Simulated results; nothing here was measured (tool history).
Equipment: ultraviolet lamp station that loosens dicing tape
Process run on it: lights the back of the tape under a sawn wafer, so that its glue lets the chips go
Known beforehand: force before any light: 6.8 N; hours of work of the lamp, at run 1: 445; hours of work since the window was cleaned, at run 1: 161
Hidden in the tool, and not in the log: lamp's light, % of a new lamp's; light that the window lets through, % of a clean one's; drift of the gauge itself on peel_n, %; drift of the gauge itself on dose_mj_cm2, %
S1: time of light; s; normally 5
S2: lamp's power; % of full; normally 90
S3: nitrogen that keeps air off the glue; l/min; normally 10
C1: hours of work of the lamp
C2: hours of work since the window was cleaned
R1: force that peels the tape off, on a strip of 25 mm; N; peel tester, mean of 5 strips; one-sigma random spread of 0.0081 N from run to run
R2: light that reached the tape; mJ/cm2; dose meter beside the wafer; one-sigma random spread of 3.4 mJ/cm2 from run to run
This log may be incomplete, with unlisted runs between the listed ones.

run	hour	S1	S2	S3	C1	C2	R1	R2
1	0	5	90	10	445	161	0.53	445
2	8.7	5	90	10	451	167	0.531	447
3	21	5	90	10	460	176	0.542	435
4	35.4	8	90	10	470	186	0.202	690
5	49.3	8	90	10	479	196	0.218	689
6	66.9	8	90	10	492	208	0.225	685
7	83.2	8	90	10	503	219	0.223	677
8	95.6	8	90	10	512	228	0.235	682
9	113.1	3	90	10	524	240	1.512	256
10	125.6	5	70	10	533	249	0.944	318
11	138.7	5	90	10	542	258	0.598	416
12	150.3	5	90	15	550	266	0.493	413
13	162.3	5	90	13	558	275	0.572	408
14	183.4	5	90	13	573	289	0.547	405
15	194.9	5	90	10	581	297	0.659	401
16	203.6	5	90	10	587	304	0.663	398
17	224.6	5	90	10	602	318	0.675	398
18	240.7	5	90	10	613	330	0.648	393
# hour 255.3: window cleaned of glue's vapour
19	255.3	5	90	10	623	0	0.664	391
20	268.9	5	90	10	633	9	0.677	382
21	290.4	5	90	10	648	24	0.698	381
22	311.2	5	90	7	662	39	0.87	379
23	328.5	5	62	5	674	51	1.799	255
# hour 338.1: window cleaned of glue's vapour, once more
24	342	5	62	5	683	3	1.653	275
25	363.2	5	62	5	698	18	1.74	268
26	382.2	5	62	5	712	31	1.728	272
27	391.2	5	89	6	718	37	0.913	382
28	405.9	3	89	8	728	47	1.802	229
29	420.6	5	71	12	738	58	1.048	302
30	433	5	71	8	747	66	1.251	302
31	450.8	5	90	9	760	79	0.759	371
32	471.3	5	96	10	774	93	0.654	394
33	482.5	3	75	16	782	101	1.901	185
34	498.5	3	80	11	793	112	1.984	196
35	510	3	80	11	801	120	2.055	194
36	530.9	6	90	18	816	135	0.4	431
37	550.4	5	63	8	829	148	1.676	250
38	564.2	5	63	8	839	158	1.618	247
39	575.4	5	62	7	847	166	1.72	235
40	584.9	5	68	7	853	173	1.632	266
41	599	3	61	10	863	182	2.618	143
42	614	3	77	18	874	193	2.034	181
43	629.8	2	74	18	885	204	3.229	107
44	640.8	2	72	10	892	212	3.406	112

Hidden state or all else? Some run-to-run changes of R1, split into what the settings, what came in and random variation would give without the hidden state, and what is left for the hidden state (with any gauge scatter that isn't in both results):
Run 8 -> 9: S1 8 -> 3. R1 +1.277 N: hidden state +0.512, all else +0.765.
Run 35 -> 36: S1 3 -> 6, S2 80 -> 90, S3 11 -> 18. R1 -1.655 N: hidden state -0.729, all else -0.926.
Run 36 -> 37: S1 6 -> 5, S2 90 -> 63, S3 18 -> 8. R1 +1.276 N: hidden state +0.661, all else +0.615.
